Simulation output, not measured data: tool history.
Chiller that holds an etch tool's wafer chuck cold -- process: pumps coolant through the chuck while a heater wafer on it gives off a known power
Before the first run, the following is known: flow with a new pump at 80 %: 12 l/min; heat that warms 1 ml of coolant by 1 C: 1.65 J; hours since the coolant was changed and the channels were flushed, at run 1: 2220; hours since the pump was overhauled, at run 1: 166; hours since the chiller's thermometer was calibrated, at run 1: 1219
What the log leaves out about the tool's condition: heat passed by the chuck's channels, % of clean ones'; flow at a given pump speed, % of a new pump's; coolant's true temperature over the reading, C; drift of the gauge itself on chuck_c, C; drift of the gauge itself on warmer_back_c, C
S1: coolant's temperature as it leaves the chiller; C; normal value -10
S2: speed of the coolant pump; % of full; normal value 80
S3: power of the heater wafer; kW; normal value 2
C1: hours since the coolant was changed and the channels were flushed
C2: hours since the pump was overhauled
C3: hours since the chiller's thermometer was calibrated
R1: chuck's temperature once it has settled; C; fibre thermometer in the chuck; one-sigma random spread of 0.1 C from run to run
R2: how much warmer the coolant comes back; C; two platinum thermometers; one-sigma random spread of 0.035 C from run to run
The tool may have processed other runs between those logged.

| run | hour | S1 | S2 | S3 | C1 | C2 | C3 | R1 | R2 |
|---|---|---|---|---|---|---|---|---|---|
| 1 | 0 | -10 | 80 | 2 | 2220 | 166 | 1219 | 7.1 | 6.08 |
| 2 | 44.4 | -10 | 80 | 2 | 2264 | 211 | 1264 | 7 | 6.09 |
| 3 | 68.4 | -10 | 80 | 2 | 2289 | 235 | 1288 | 7.1 | 6.05 |
| 4 | 115.2 | -10 | 80 | 2 | 2335 | 282 | 1335 | 7.2 | 6.1 |
| 5 | 139.3 | -10 | 80 | 2 | 2359 | 306 | 1359 | 7.2 | 6.12 |
| 6 | 167.6 | -10 | 80 | 2 | 2388 | 334 | 1387 | 7.2 | 6.1 |
| 7 | 210.6 | -10 | 80 | 1.277 | 2431 | 377 | 1430 | 1.2 | 3.92 |
| 8 | 243.8 | -10 | 80 | 1.277 | 2464 | 410 | 1463 | 1 | 3.94 |
|  | 253 | coolant pump overhauled |
| 9 | 293.3 | -10 | 80 | 1.277 | 2508 | 40 | 1508 | 1.2 | 3.95 |
| 10 | 325.9 | -10 | 80 | 2.156 | 2541 | 73 | 1540 | 8.5 | 6.6 |
| 11 | 357 | -10 | 74 | 2 | 2572 | 104 | 1571 | 8.7 | 6.66 |
| 12 | 405.9 | -10 | 74 | 2 | 2621 | 153 | 1620 | 8.7 | 6.68 |
| 13 | 454.4 | -10 | 74 | 2 | 2670 | 201 | 1669 | 8.6 | 6.66 |
| 14 | 502.3 | -10 | 74 | 2 | 2717 | 249 | 1717 | 8.6 | 6.68 |
| 15 | 534.7 | -9 | 90 | 2 | 2750 | 282 | 1749 | 6.5 | 5.36 |
|  | 553.4 | coolant pump overhauled, once more |
| 16 | 562.3 | -10 | 66 | 2 | 2772 | 9 | 1772 | 10.9 | 7.54 |
| 17 | 594.2 | -10 | 66 | 2 | 2804 | 41 | 1804 | 10.8 | 7.56 |
| 18 | 622.9 | -5 | 83 | 1.927 | 2833 | 69 | 1832 | 11.3 | 5.65 |
| 19 | 655.1 | -3 | 99 | 1.498 | 2865 | 102 | 1865 | 7.7 | 3.67 |
| 20 | 676.6 | -3 | 99 | 1.498 | 2887 | 123 | 1886 | 7.7 | 3.63 |
| 21 | 717 | -3 | 99 | 1.498 | 2927 | 164 | 1927 | 7.8 | 3.63 |
| 22 | 746 | -10 | 88 | 1.348 | 2956 | 193 | 1956 | 0.9 | 3.74 |
| 23 | 780.6 | -1 | 76 | 1.25 | 2991 | 227 | 1990 | 10.4 | 4.07 |

Results per run with the tool's hidden condition removed, run-to-run variation unchanged:
| run | R1 | R2 |
|---|---|---|
| 1 | 6.3 | 6.06 |
| 2 | 6.2 | 6.06 |
| 3 | 6.3 | 6.02 |
| 4 | 6.3 | 6.07 |
| 5 | 6.3 | 6.08 |
| 6 | 6.3 | 6.06 |
| 7 | 0.6 | 3.9 |
| 8 | 0.3 | 3.91 |
| 9 | 0.5 | 3.91 |
| 10 | 7.5 | 6.54 |
| 11 | 7.7 | 6.59 |
| 12 | 7.6 | 6.61 |
| 13 | 7.6 | 6.59 |
| 14 | 7.5 | 6.61 |
| 15 | 5.5 | 5.3 |
| 16 | 9.7 | 7.49 |
| 17 | 9.7 | 7.51 |
| 18 | 10.3 | 5.61 |
| 19 | 7 | 3.64 |
| 20 | 6.9 | 3.6 |
| 21 | 7.1 | 3.6 |
| 22 | 0.1 | 3.71 |
| 23 | 9.6 | 4.03 |

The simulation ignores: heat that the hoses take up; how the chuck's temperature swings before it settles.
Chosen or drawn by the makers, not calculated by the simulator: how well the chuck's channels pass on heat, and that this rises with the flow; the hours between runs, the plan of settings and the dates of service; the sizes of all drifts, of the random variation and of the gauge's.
